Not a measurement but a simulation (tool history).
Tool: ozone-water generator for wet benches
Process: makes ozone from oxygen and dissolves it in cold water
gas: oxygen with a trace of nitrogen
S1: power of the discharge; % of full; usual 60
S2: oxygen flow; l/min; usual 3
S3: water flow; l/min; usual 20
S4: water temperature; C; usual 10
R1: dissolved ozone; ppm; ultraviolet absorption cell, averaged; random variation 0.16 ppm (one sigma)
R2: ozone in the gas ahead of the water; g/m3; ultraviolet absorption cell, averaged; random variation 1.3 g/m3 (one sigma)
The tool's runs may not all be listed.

Run 1, hour 0: usual settings. Result: R1 20.8 ppm, R2 222.9 g/m3.
Run 2, hour 50.7: usual settings. Result: R1 20.9 ppm, R2 225.4 g/m3.
Run 3, hour 99.2: usual settings. Result: R1 20.7 ppm, R2 225 g/m3.
Run 4, hour 152.8: usual settings. Result: R1 20.5 ppm, R2 225.9 g/m3.
At hour 173.2: water thermometer calibrated.
Run 5, hour 182.2: usual settings but S4 7 C. Result: R1 20.9 ppm, R2 223.3 g/m3.
Run 6, hour 217.1: usual settings. Result: R1 20.7 ppm, R2 223.8 g/m3.
Run 7, hour 264.7: usual settings but S1 74 % of full. Result: R1 23.8 ppm, R2 258 g/m3.
Run 8, hour 293.6: usual settings but S1 74 % of full. Result: R1 23.6 ppm, R2 257.3 g/m3.
Run 9, hour 335.2: usual settings. Result: R1 20.7 ppm, R2 223.4 g/m3.
Run 10, hour 378: usual settings. Result: R1 20.6 ppm, R2 225.1 g/m3.
Run 11, hour 442.1: usual settings. Result: R1 20.6 ppm, R2 222.1 g/m3.
Run 12, hour 478.1: usual settings. Result: R1 20.4 ppm, R2 225 g/m3.
Run 13, hour 508: usual settings. Result: R1 20.6 ppm, R2 222.6 g/m3.
Run 14, hour 564.3: usual settings. Result: R1 20.6 ppm, R2 223.7 g/m3.
Run 15, hour 622.4: usual settings. Result: R1 20.4 ppm, R2 224.3 g/m3.
Run 16, hour 648.1: usual settings. Result: R1 20.6 ppm, R2 222.5 g/m3.
Run 17, hour 679.5: usual settings. Result: R1 20.1 ppm, R2 221.9 g/m3.
Run 18, hour 710: usual settings. Result: R1 20.6 ppm, R2 221.6 g/m3.
Run 19, hour 745.1: usual settings but S1 73 % of full, S4 14 C. Result: R1 22.3 ppm, R2 252.6 g/m3.
Run 20, hour 798.9: usual settings but S3 15 l/min. Result: R1 26.8 ppm, R2 222.3 g/m3.
Run 21, hour 835.4: usual settings but S1 76 % of full, S2 4.05 l/min, S3 12 l/min, S4 6 C. Result: R1 41.3 ppm, R2 222.3 g/m3.
Run 22, hour 881.5: usual settings but S1 76 % of full, S2 4.05 l/min, S3 13 l/min, S4 6 C. Result: R1 38.7 ppm, R2 221.3 g/m3.
Run 23, hour 916.5: usual settings but S1 79 % of full, S2 2.15 l/min, S3 17 l/min, S4 7 C. Result: R1 26.6 ppm, R2 309.7 g/m3.
Run 24, hour 948.1: usual settings but S1 86 % of full, S3 23 l/min. Result: R1 22.4 ppm, R2 280.3 g/m3.
Run 25, hour 992: usual settings but S1 86 % of full, S2 3.33 l/min, S4 7 C. Result: R1 27.1 ppm, R2 265.2 g/m3.
Run 26, hour 1038.1: usual settings but S1 100 % of full, S3 29 l/min, S4 11 C. Result: R1 19 ppm, R2 306.5 g/m3.
Run 27, hour 1070.8: usual settings but S1 100 % of full, S3 15 l/min, S4 11 C. Result: R1 36.6 ppm, R2 310.7 g/m3.
Run 28, hour 1104.5: usual settings but S1 100 % of full, S3 15 l/min, S4 11 C. Result: R1 36.3 ppm, R2 309.2 g/m3.
Run 29, hour 1133.4: usual settings but S1 100 % of full, S3 15 l/min, S4 11 C. Result: R1 36.5 ppm, R2 308.6 g/m3.
Run 30, hour 1190.2: usual settings but S1 67 % of full, S3 31 l/min, S4 5 C. Result: R1 13.6 ppm, R2 238.5 g/m3.
Run 31, hour 1245.4: usual settings but S1 67 % of full, S3 31 l/min, S4 5 C. Result: R1 13.6 ppm, R2 238 g/m3.

3 ways to go on from here, each from the tool as it stands after run 31. What would each give?
Run A, hour 1293.6: usual settings but S1 82 % of full, S2 3.57 l/min, S3 31 l/min, S4 16 C. Result: R1 ?, R2 ?.
Run B, hour 1293.6: usual settings but S1 67 % of full, S3 16 l/min, S4 14 C. Result: R1 ?, R2 ?.
Run C, hour 1293.6: usual settings but S1 66 % of full, S3 14 l/min, S4 14 C. Result: R1 ?, R2 ?.

run    R1     R2
  A  15.4    247
  B  25.8  234.2
  C  28.7  234.8
Without the tool's hidden state the same runs would have given:
run    R1     R2
  A  16.9  260.5
  B  27.7  245.4
  C  30.7  245.9
